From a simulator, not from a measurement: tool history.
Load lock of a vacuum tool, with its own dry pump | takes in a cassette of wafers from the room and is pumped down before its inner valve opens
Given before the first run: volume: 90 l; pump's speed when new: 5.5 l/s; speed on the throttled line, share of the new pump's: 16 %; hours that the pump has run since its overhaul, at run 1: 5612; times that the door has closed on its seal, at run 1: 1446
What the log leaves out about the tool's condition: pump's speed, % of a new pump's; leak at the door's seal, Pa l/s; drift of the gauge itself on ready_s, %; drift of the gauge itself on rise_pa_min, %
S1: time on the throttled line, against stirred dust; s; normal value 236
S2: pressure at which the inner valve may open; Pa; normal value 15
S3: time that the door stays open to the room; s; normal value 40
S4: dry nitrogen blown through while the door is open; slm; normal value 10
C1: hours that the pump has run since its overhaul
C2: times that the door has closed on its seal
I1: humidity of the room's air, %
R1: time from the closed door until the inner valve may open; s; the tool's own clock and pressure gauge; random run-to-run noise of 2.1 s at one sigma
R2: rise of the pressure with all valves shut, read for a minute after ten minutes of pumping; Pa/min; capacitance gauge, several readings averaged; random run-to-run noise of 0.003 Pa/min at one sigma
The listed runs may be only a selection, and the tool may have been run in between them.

{"run": 1, "hour": 0.0, "S1": 236, "S2": 15, "S3": 40, "S4": 10, "C1": 5612, "C2": 1446, "I1": 40.4, "R1": 351.7, "R2": 0.034}
{"run": 2, "hour": 340.7, "S1": 236, "S2": 15, "S3": 40, "S4": 10, "C1": 5953, "C2": 1915, "I1": 45.1, "R1": 355.2, "R2": 0.039}
{"run": 3, "hour": 589.1, "S1": 236, "S2": 15, "S3": 40, "S4": 10, "C1": 6202, "C2": 2258, "I1": 48.6, "R1": 356.3, "R2": 0.047}
{"run": 4, "hour": 836.7, "S1": 236, "S2": 12, "S3": 40, "S4": 10, "C1": 6449, "C2": 2599, "I1": 42.5, "R1": 363.3, "R2": 0.047}
{"run": 5, "hour": 1185.2, "S1": 236, "S2": 12, "S3": 40, "S4": 10, "C1": 6798, "C2": 3079, "I1": 44.3, "R1": 361.2, "R2": 0.045}
{"run": 6, "hour": 1510.3, "S1": 236, "S2": 12, "S3": 40, "S4": 10, "C1": 7123, "C2": 3528, "I1": 47.4, "R1": 360.0, "R2": 0.057}
{"run": 7, "hour": 1894.3, "S1": 236, "S2": 12, "S3": 40, "S4": 10, "C1": 7507, "C2": 4057, "I1": 46.2, "R1": 361.3, "R2": 0.061}
{"run": 8, "hour": 2237.5, "S1": 236, "S2": 15, "S3": 85, "S4": 13, "C1": 7850, "C2": 4530, "I1": 40.5, "R1": 362.0, "R2": 0.076}
{"run": 9, "hour": 2428.7, "S1": 232, "S2": 15, "S3": 40, "S4": 22, "C1": 8041, "C2": 4794, "I1": 42.9, "R1": 357.2, "R2": 0.057}
{"run": 10, "hour": 2762.6, "S1": 232, "S2": 15, "S3": 40, "S4": 22, "C1": 8375, "C2": 5254, "I1": 48.6, "R1": 356.5, "R2": 0.067}
{"run": 11, "hour": 3059.8, "S1": 198, "S2": 15, "S3": 40, "S4": 22, "C1": 8672, "C2": 5664, "I1": 42.1, "R1": 329.3, "R2": 0.064}

For run 12, what comes out?
{"run": 12, "hour": 3419.6, "S1": 236, "S2": 18, "S3": 95, "S4": 10, "C1": 9032, "C2": 6160, "I1": 45.6, "R1": "?", "R2": "?"}

R1: 358.6 s
R2: 0.101 Pa/min
Without the tool's hidden state the same run would have given R1 340.1 s, R2 0.042 Pa/min.

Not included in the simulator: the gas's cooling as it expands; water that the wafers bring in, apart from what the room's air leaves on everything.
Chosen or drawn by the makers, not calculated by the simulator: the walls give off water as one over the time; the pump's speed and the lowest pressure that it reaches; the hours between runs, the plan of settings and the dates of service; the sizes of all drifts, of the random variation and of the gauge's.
